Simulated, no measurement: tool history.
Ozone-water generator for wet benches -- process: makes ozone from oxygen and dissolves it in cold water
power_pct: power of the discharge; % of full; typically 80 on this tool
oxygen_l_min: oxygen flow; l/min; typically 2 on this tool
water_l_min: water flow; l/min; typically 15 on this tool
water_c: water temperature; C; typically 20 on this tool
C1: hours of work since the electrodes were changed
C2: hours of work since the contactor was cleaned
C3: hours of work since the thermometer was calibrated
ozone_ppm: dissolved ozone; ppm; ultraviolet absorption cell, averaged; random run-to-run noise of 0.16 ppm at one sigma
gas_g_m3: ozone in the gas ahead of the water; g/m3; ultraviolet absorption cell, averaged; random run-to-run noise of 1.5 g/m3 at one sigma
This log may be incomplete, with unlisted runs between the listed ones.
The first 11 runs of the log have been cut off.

{"hour": 991.0, "done": "water thermometer calibrated"}
{"run": 12, "hour": 1005.1, "power_pct": 80, "oxygen_l_min": 2, "water_l_min": 15, "water_c": 24, "C1": 2085, "C2": 498, "C3": 11, "ozone_ppm": 18.7, "gas_g_m3": 255.8}
{"run": 13, "hour": 1063.5, "power_pct": 80, "oxygen_l_min": 2, "water_l_min": 15, "water_c": 24, "C1": 2129, "C2": 542, "C3": 55, "ozone_ppm": 18.8, "gas_g_m3": 257.2}
{"run": 14, "hour": 1151.5, "power_pct": 80, "oxygen_l_min": 2, "water_l_min": 15, "water_c": 17, "C1": 2196, "C2": 609, "C3": 121, "ozone_ppm": 19.8, "gas_g_m3": 259}
{"run": 15, "hour": 1289.9, "power_pct": 80, "oxygen_l_min": 2, "water_l_min": 15, "water_c": 17, "C1": 2301, "C2": 713, "C3": 226, "ozone_ppm": 19.8, "gas_g_m3": 255.6}
{"run": 16, "hour": 1364.6, "power_pct": 75, "oxygen_l_min": 2, "water_l_min": 15, "water_c": 20, "C1": 2357, "C2": 770, "C3": 282, "ozone_ppm": 18.4, "gas_g_m3": 239.5}
{"hour": 1478.0, "done": "water thermometer calibrated, once more"}
{"run": 17, "hour": 1502.3, "power_pct": 48, "oxygen_l_min": 2.34, "water_l_min": 15, "water_c": 20, "C1": 2461, "C2": 873, "C3": 18, "ozone_ppm": 13.4, "gas_g_m3": 159.2}
{"run": 18, "hour": 1628.0, "power_pct": 90, "oxygen_l_min": 1.49, "water_l_min": 11, "water_c": 20, "C1": 2556, "C2": 969, "C3": 113, "ozone_ppm": 26.7, "gas_g_m3": 326.3}
{"run": 19, "hour": 1744.2, "power_pct": 61, "oxygen_l_min": 2.45, "water_l_min": 15, "water_c": 20, "C1": 2644, "C2": 1056, "C3": 201, "ozone_ppm": 15.9, "gas_g_m3": 183.3}
{"run": 20, "hour": 1801.2, "power_pct": 61, "oxygen_l_min": 2.45, "water_l_min": 15, "water_c": 20, "C1": 2687, "C2": 1099, "C3": 244, "ozone_ppm": 15.7, "gas_g_m3": 186}
{"run": 21, "hour": 1914.6, "power_pct": 82, "oxygen_l_min": 2, "water_l_min": 18, "water_c": 20, "C1": 2772, "C2": 1185, "C3": 330, "ozone_ppm": 16.1, "gas_g_m3": 255.5}
{"run": 22, "hour": 2051.9, "power_pct": 80, "oxygen_l_min": 2, "water_l_min": 23, "water_c": 20, "C1": 2876, "C2": 1289, "C3": 434, "ozone_ppm": 11.9, "gas_g_m3": 250.2}
{"run": 23, "hour": 2131.0, "power_pct": 80, "oxygen_l_min": 1.13, "water_l_min": 15, "water_c": 15, "C1": 2936, "C2": 1349, "C3": 494, "ozone_ppm": 17.5, "gas_g_m3": 345.3}
{"run": 24, "hour": 2199.0, "power_pct": 80, "oxygen_l_min": 1.13, "water_l_min": 15, "water_c": 15, "C1": 2987, "C2": 1400, "C3": 545, "ozone_ppm": 17.2, "gas_g_m3": 345.8}
{"run": 25, "hour": 2289.9, "power_pct": 80, "oxygen_l_min": 1.13, "water_l_min": 21, "water_c": 20, "C1": 3056, "C2": 1469, "C3": 614, "ozone_ppm": 11.2, "gas_g_m3": 346}
{"run": 26, "hour": 2374.6, "power_pct": 80, "oxygen_l_min": 1.13, "water_l_min": 21, "water_c": 19, "C1": 3120, "C2": 1533, "C3": 678, "ozone_ppm": 11.4, "gas_g_m3": 347.1}
{"run": 27, "hour": 2501.0, "power_pct": 80, "oxygen_l_min": 1.13, "water_l_min": 21, "water_c": 19, "C1": 3216, "C2": 1628, "C3": 773, "ozone_ppm": 11.3, "gas_g_m3": 345.1}
{"run": 28, "hour": 2569.6, "power_pct": 56, "oxygen_l_min": 2.83, "water_l_min": 14, "water_c": 19, "C1": 3268, "C2": 1680, "C3": 825, "ozone_ppm": 16.1, "gas_g_m3": 156.6}
{"run": 29, "hour": 2676.6, "power_pct": 57, "oxygen_l_min": 2.83, "water_l_min": 14, "water_c": 19, "C1": 3349, "C2": 1761, "C3": 906, "ozone_ppm": 16.1, "gas_g_m3": 158.8}
{"run": 30, "hour": 2794.6, "power_pct": 65, "oxygen_l_min": 2, "water_l_min": 10, "water_c": 23, "C1": 3438, "C2": 1850, "C3": 995, "ozone_ppm": 22.1, "gas_g_m3": 213.5}
{"run": 31, "hour": 2857.5, "power_pct": 65, "oxygen_l_min": 2, "water_l_min": 15, "water_c": 20, "C1": 3485, "C2": 1898, "C3": 1043, "ozone_ppm": 15.8, "gas_g_m3": 210.5}
{"run": 32, "hour": 2943.5, "power_pct": 65, "oxygen_l_min": 2, "water_l_min": 15, "water_c": 20, "C1": 3550, "C2": 1963, "C3": 1108, "ozone_ppm": 15.9, "gas_g_m3": 211.7}

Branching from run 32: 3 alternative next runs. What would each branch give?
{"run": "A", "hour": 3045.5, "power_pct": 65, "oxygen_l_min": 2, "water_l_min": 15, "water_c": 14, "C1": 3627, "C2": 2040, "C3": 1185, "ozone_ppm": "?", "gas_g_m3": "?"}
{"run": "B", "hour": 3045.5, "power_pct": 65, "oxygen_l_min": 2, "water_l_min": 15, "water_c": 18, "C1": 3627, "C2": 2040, "C3": 1185, "ozone_ppm": "?", "gas_g_m3": "?"}
{"run": "C", "hour": 3045.5, "power_pct": 80, "oxygen_l_min": 1.21, "water_l_min": 13, "water_c": 20, "C1": 3627, "C2": 2040, "C3": 1185, "ozone_ppm": "?", "gas_g_m3": "?"}

run=A ozone_ppm=16.7 gas_g_m3=211.9
run=B ozone_ppm=15.9 gas_g_m3=211.5
run=C ozone_ppm=19.7 gas_g_m3=325.7
Take away the tool's hidden state, keep each run's random variation, and the runs would have read:
run=A ozone_ppm=18.7 gas_g_m3=230.6
run=B ozone_ppm=17.9 gas_g_m3=230.2
run=C ozone_ppm=22.3 gas_g_m3=359.6

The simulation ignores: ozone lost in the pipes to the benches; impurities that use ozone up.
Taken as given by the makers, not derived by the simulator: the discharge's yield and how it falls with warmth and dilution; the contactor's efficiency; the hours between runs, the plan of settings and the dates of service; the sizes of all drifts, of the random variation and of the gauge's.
